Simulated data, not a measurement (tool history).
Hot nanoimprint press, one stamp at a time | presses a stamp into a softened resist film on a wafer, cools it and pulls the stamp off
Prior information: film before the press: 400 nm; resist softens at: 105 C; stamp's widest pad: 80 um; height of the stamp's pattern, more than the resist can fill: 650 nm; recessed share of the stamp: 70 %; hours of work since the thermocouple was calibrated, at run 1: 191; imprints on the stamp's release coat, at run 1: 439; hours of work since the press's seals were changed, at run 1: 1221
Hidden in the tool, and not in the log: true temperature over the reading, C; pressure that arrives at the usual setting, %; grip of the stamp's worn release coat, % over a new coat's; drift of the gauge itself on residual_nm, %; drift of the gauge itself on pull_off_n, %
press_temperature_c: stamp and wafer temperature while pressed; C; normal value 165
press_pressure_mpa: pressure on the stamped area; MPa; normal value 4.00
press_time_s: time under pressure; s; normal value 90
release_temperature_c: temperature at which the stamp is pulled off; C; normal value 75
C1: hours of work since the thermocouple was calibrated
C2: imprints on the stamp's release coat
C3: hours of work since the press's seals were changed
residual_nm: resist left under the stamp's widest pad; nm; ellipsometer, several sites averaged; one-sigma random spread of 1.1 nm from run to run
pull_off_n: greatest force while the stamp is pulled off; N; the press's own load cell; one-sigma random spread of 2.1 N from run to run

{"run": 1, "hour": 0.0, "press_temperature_c": 165, "press_pressure_mpa": 4.0, "press_time_s": 90, "release_temperature_c": 75, "C1": 191, "C2": 439, "C3": 1221, "residual_nm": 185.4, "pull_off_n": 167}
{"run": 2, "hour": 53.7, "press_temperature_c": 165, "press_pressure_mpa": 4.0, "press_time_s": 90, "release_temperature_c": 75, "C1": 229, "C2": 686, "C3": 1258, "residual_nm": 186.3, "pull_off_n": 174}
{"hour": 93.2, "done": "stamp cleaned and given a new release coat"}
{"hour": 115.6, "done": "press's hydraulic seals changed and the load cell set to zero"}
{"run": 3, "hour": 157.3, "press_temperature_c": 165, "press_pressure_mpa": 4.0, "press_time_s": 90, "release_temperature_c": 75, "C1": 292, "C2": 259, "C3": 29, "residual_nm": 180.2, "pull_off_n": 166}
{"run": 4, "hour": 250.3, "press_temperature_c": 165, "press_pressure_mpa": 4.0, "press_time_s": 90, "release_temperature_c": 75, "C1": 357, "C2": 689, "C3": 94, "residual_nm": 182.5, "pull_off_n": 178}
{"hour": 289.7, "done": "stamp cleaned and given a new release coat"}
{"run": 5, "hour": 352.2, "press_temperature_c": 165, "press_pressure_mpa": 4.0, "press_time_s": 90, "release_temperature_c": 72, "C1": 424, "C2": 289, "C3": 162, "residual_nm": 185.9, "pull_off_n": 175}
{"run": 6, "hour": 433.1, "press_temperature_c": 165, "press_pressure_mpa": 4.0, "press_time_s": 90, "release_temperature_c": 75, "C1": 481, "C2": 662, "C3": 218, "residual_nm": 189.2, "pull_off_n": 176}
{"hour": 476.0, "done": "stamp cleaned and given a new release coat"}
{"run": 7, "hour": 485.1, "press_temperature_c": 165, "press_pressure_mpa": 5.26, "press_time_s": 90, "release_temperature_c": 75, "C1": 513, "C2": 42, "C3": 250, "residual_nm": 165.4, "pull_off_n": 164}
{"run": 8, "hour": 566.6, "press_temperature_c": 160, "press_pressure_mpa": 4.0, "press_time_s": 90, "release_temperature_c": 75, "C1": 570, "C2": 419, "C3": 308, "residual_nm": 241.4, "pull_off_n": 175}
{"hour": 605.7, "done": "plate thermocouple calibrated"}
{"run": 9, "hour": 648.3, "press_temperature_c": 160, "press_pressure_mpa": 4.0, "press_time_s": 90, "release_temperature_c": 75, "C1": 30, "C2": 782, "C3": 363, "residual_nm": 219.1, "pull_off_n": 174}
{"hour": 668.5, "done": "stamp cleaned and given a new release coat"}
{"run": 10, "hour": 736.4, "press_temperature_c": 160, "press_pressure_mpa": 4.0, "press_time_s": 90, "release_temperature_c": 75, "C1": 87, "C2": 314, "C3": 420, "residual_nm": 223.5, "pull_off_n": 165}
{"run": 11, "hour": 787.0, "press_temperature_c": 160, "press_pressure_mpa": 4.0, "press_time_s": 90, "release_temperature_c": 75, "C1": 123, "C2": 547, "C3": 456, "residual_nm": 220.5, "pull_off_n": 173}
{"run": 12, "hour": 834.8, "press_temperature_c": 170, "press_pressure_mpa": 4.0, "press_time_s": 90, "release_temperature_c": 75, "C1": 156, "C2": 768, "C3": 489, "residual_nm": 142.3, "pull_off_n": 174}
{"hour": 861.9, "done": "stamp cleaned and given a new release coat"}
{"run": 13, "hour": 886.3, "press_temperature_c": 170, "press_pressure_mpa": 4.0, "press_time_s": 90, "release_temperature_c": 70, "C1": 188, "C2": 112, "C3": 521, "residual_nm": 141.9, "pull_off_n": 177}
{"run": 14, "hour": 933.5, "press_temperature_c": 165, "press_pressure_mpa": 4.0, "press_time_s": 90, "release_temperature_c": 75, "C1": 221, "C2": 330, "C3": 554, "residual_nm": 180.3, "pull_off_n": 169}
{"run": 15, "hour": 1034.4, "press_temperature_c": 177, "press_pressure_mpa": 4.0, "press_time_s": 110, "release_temperature_c": 63, "C1": 292, "C2": 796, "C3": 625, "residual_nm": 97.3, "pull_off_n": 207}
{"hour": 1049.7, "done": "stamp cleaned and given a new release coat"}
{"run": 16, "hour": 1105.3, "press_temperature_c": 169, "press_pressure_mpa": 4.17, "press_time_s": 123, "release_temperature_c": 73, "C1": 337, "C2": 257, "C3": 670, "residual_nm": 135.3, "pull_off_n": 171}
{"run": 17, "hour": 1148.2, "press_temperature_c": 169, "press_pressure_mpa": 4.17, "press_time_s": 123, "release_temperature_c": 73, "C1": 367, "C2": 455, "C3": 700, "residual_nm": 137.2, "pull_off_n": 178}
{"hour": 1235.2, "done": "stamp cleaned and given a new release coat"}
{"run": 18, "hour": 1247.6, "press_temperature_c": 175, "press_pressure_mpa": 4.0, "press_time_s": 93, "release_temperature_c": 75, "C1": 433, "C2": 57, "C3": 766, "residual_nm": 118.7, "pull_off_n": 166}
{"run": 19, "hour": 1327.2, "press_temperature_c": 175, "press_pressure_mpa": 4.0, "press_time_s": 93, "release_temperature_c": 75, "C1": 489, "C2": 425, "C3": 822, "residual_nm": 120.9, "pull_off_n": 174}
{"hour": 1419.8, "done": "stamp cleaned and given a new release coat"}
{"run": 20, "hour": 1433.3, "press_temperature_c": 165, "press_pressure_mpa": 4.0, "press_time_s": 131, "release_temperature_c": 75, "C1": 559, "C2": 62, "C3": 892, "residual_nm": 174.2, "pull_off_n": 167}
{"run": 21, "hour": 1480.1, "press_temperature_c": 169, "press_pressure_mpa": 2.42, "press_time_s": 129, "release_temperature_c": 72, "C1": 592, "C2": 278, "C3": 924, "residual_nm": 184.0, "pull_off_n": 179}
{"hour": 1492.1, "done": "plate thermocouple calibrated"}
{"run": 22, "hour": 1566.9, "press_temperature_c": 171, "press_pressure_mpa": 2.75, "press_time_s": 84, "release_temperature_c": 65, "C1": 52, "C2": 665, "C3": 983, "residual_nm": 168.2, "pull_off_n": 193}
{"hour": 1612.4, "done": "stamp cleaned and given a new release coat"}
{"run": 23, "hour": 1629.5, "press_temperature_c": 165, "press_pressure_mpa": 3.0, "press_time_s": 74, "release_temperature_c": 63, "C1": 92, "C2": 79, "C3": 1023, "residual_nm": 220.0, "pull_off_n": 188}
{"run": 24, "hour": 1697.0, "press_temperature_c": 165, "press_pressure_mpa": 4.0, "press_time_s": 141, "release_temperature_c": 65, "C1": 139, "C2": 391, "C3": 1070, "residual_nm": 156.2, "pull_off_n": 191}
{"run": 25, "hour": 1760.0, "press_temperature_c": 165, "press_pressure_mpa": 4.0, "press_time_s": 155, "release_temperature_c": 76, "C1": 183, "C2": 682, "C3": 1114, "residual_nm": 150.6, "pull_off_n": 172}

Run 26 is up next; what results do you expect?
{"hour": 1804.8, "done": "stamp cleaned and given a new release coat"}
{"run": 26, "hour": 1825.6, "press_temperature_c": 170, "press_pressure_mpa": 2.97, "press_time_s": 123, "release_temperature_c": 77, "C1": 225, "C2": 96, "C3": 1156, "residual_nm": "?", "pull_off_n": "?"}

{"run 26": {"residual_nm": 151.5, "pull_off_n": 159}}
With no hidden state in the tool, this same run would have given residual_nm 139.2 nm, pull_off_n 155 N.
